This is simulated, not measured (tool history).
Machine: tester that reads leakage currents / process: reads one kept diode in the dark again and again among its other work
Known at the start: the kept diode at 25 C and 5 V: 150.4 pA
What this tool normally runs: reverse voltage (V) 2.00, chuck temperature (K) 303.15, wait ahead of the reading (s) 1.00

run    hour  reverse voltage (V)  chuck temperature (K)  wait ahead of the reading (s)  current that the tester gives (pA)
  1     0.0                 2.00                 303.15                           1.00                              157.34
  2    73.8                 2.00                 303.15                           1.00                              136.70
  3   157.2                 2.00                 303.15                           1.37                              136.92
  4   312.5                 2.00                 303.15                           1.37                              138.20
  5   413.2                18.56                 303.15                           1.00                              542.41
  6   518.9                 2.00                 303.15                           1.00                              141.68
  7   660.7                 1.00                 303.15                           1.00                               93.93
  8   761.9                 1.00                 303.15                           1.00                               94.95
  9   859.6                 1.00                 303.15                           1.00                               96.38
 10   930.1                 1.00                 303.15                           1.00                               96.67
 11  1075.5                 4.52                 303.15                           1.00                              242.22
 12  1154.9                 5.13                 303.15                           1.00                              264.46
 13  1289.8                 5.13                 303.15                           1.00                              267.33
 14  1393.7                 3.34                 311.15                           1.00                              391.66
 15  1457.6                 3.36                 325.15                           2.63                             1115.27
 16  1559.9                 2.42                 299.15                           5.24                              125.50
 17  1678.3                 2.64                 307.15                           0.42                              254.63
 18  1776.3                 1.66                 299.15                           0.42                              102.82
 19  1858.4                 2.00                 299.15                           1.29                              113.84
 20  2007.0                 2.00                 319.15                           0.43                              551.91
 21  2136.3                 9.31                 296.15                           0.95                              238.27
 22  2253.8                 2.09                 303.15                           5.16                              168.80
 23  2376.7                 2.09                 303.15                           5.16                              138.23
 24  2493.3                 2.09                 303.15                           5.16                              140.22
 25  2579.5                 2.09                 303.15                           5.16                              140.99
 26  2690.4                 2.09                 297.15                           1.67                               87.41

Not shown here: 4 entries made in the log between runs. Locate each between two listed runs and compare the hidden state at the listed run before it with the hidden state at the listed run after it:
Logged between run 1 and run 2: chuck's temperature calibrated (hour 9.7)
  stray current of the dirty probe card, pA a volt: 0.7 -> 0.73; current scale over the true one, %: -0.11 -> -0.12; true chuck temperature over the reading, C: 1.89 -> 0.12
  measured result minus the result with no hidden state, current that the tester gives (pA): +23.76 -> +2.56
Logged between run 13 and run 14: tester calibrated (hour 1301.6)
  stray current of the dirty probe card, pA a volt: 1.308 -> 1.356; current scale over the true one, %: -0.18 -> -0.28; true chuck temperature over the reading, C: 1.33 -> 1.42
  measured result minus the result with no hidden state, current that the tester gives (pA): +33.15 -> +44.41
Logged between run 19 and run 20: tester calibrated, once more (hour 1972.0)
  stray current of the dirty probe card, pA a volt: 1.576 -> 1.647; current scale over the true one, %: -0.3 -> -0.05; true chuck temperature over the reading, C: 1.89 -> 2.04
  measured result minus the result with no hidden state, current that the tester gives (pA): +19.18 -> +80.17
Logged between run 22 and run 23: chuck's temperature calibrated (hour 2339.5)
  stray current of the dirty probe card, pA a volt: 1.76 -> 1.813; true chuck temperature over the reading, C: 2.29 -> -0.13
  measured result minus the result with no hidden state, current that the tester gives (pA): +31.91 -> +2.18
